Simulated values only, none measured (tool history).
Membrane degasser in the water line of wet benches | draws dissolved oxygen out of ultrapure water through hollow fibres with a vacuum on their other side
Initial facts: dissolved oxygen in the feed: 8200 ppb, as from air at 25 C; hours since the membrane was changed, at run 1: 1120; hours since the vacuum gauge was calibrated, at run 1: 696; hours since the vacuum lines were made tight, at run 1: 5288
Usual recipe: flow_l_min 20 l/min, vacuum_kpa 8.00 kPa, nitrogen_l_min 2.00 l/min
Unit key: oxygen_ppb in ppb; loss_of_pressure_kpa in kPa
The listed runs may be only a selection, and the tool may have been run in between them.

run,hour,flow_l_min,vacuum_kpa,nitrogen_l_min,hours since the membrane was changed,hours since the vacuum gauge was calibrated,hours since the vacuum lines were made tight,oxygen_ppb,loss_of_pressure_kpa
1,0.0,20,8.00,2.00,1120,696,5288,385.8,50.85
2,146.2,28,8.00,2.00,1266,842,5434,564.4,71.69
3,381.9,28,8.00,2.00,1502,1078,5670,578.8,71.37
4,487.0,28,8.00,1.64,1607,1183,5775,612.4,72.17
5,624.5,15,8.00,2.00,1745,1321,5912,280.4,38.51
6,752.3,15,8.00,2.00,1872,1448,6040,280.4,38.64
7,991.2,15,8.00,2.00,2111,1687,6279,278.0,38.69
8,1101.3,15,8.00,2.00,2221,1797,6389,286.1,38.86
# hour 1200.9: seals of the vacuum lines changed
9,1326.7,15,8.00,2.00,2445,2021,126,278.3,39.18
10,1566.2,15,8.00,1.99,2684,2260,365,287.1,39.26
11,1678.4,15,8.00,1.99,2796,2372,478,284.9,38.89
12,1868.5,20,8.00,2.00,2987,2562,668,418.2,52.49
13,2006.4,20,9.14,2.00,3124,2700,805,439.7,51.93
14,2238.1,20,8.00,2.00,3356,2932,1037,416.7,52.32
15,2443.3,16,8.71,1.20,3561,3137,1242,392.3,41.57
16,2640.0,20,10.95,5.99,3758,3334,1439,376.0,52.56
17,2760.3,20,15.65,2.77,3878,3454,1559,516.6,52.81
18,2971.3,18,14.61,2.86,4089,3665,1770,439.4,47.59
# hour 3016.9: vacuum gauge calibrated
19,3081.1,18,14.61,2.86,4199,64,1880,434.7,47.73
20,3199.6,18,14.61,2.86,4317,183,1998,445.8,47.46
21,3450.1,18,14.61,2.86,4568,433,2249,438.8,48.02
22,3690.3,22,7.04,1.67,4808,673,2489,478.1,58.54
23,3875.6,22,7.04,1.67,4993,859,2674,481.4,58.57
24,4054.9,16,19.84,4.49,5172,1038,2853,377.8,42.71
25,4247.9,25,18.45,0.80,5365,1231,3046,1248.6,67.14
26,4384.6,25,18.45,0.80,5502,1368,3183,1275.8,67.23
27,4550.7,25,18.45,0.80,5668,1534,3349,1246.2,67.65

Across each entry between runs, compare the hidden state at the last listed run before it with the hidden state at the first listed run after it:
Run 8 -> run 9: seals of the vacuum lines changed (hour 1200.9)
  membrane still open, %: 97.3 -> 97; true pressure behind the membrane over the reading, kPa: 0.09 -> 0.1; air that leaks in behind the membrane, l/min: 0.0252 -> 0.0039
  difference, measured minus the result without the unlogged condition, oxygen_ppb: +24.3 -> +22.9 ppb; loss_of_pressure_kpa: +1.06 -> +1.17 kPa
Run 18 -> run 19: vacuum gauge calibrated (hour 3016.9)
  membrane still open, %: 95 -> 94.9; true pressure behind the membrane over the reading, kPa: 0.19 -> 0.05; air that leaks in behind the membrane, l/min: 0.0098 -> 0.0102
  difference, measured minus the result without the unlogged condition, oxygen_ppb: +47.5 -> +46.5 ppb; loss_of_pressure_kpa: +2.36 -> +2.41 kPa
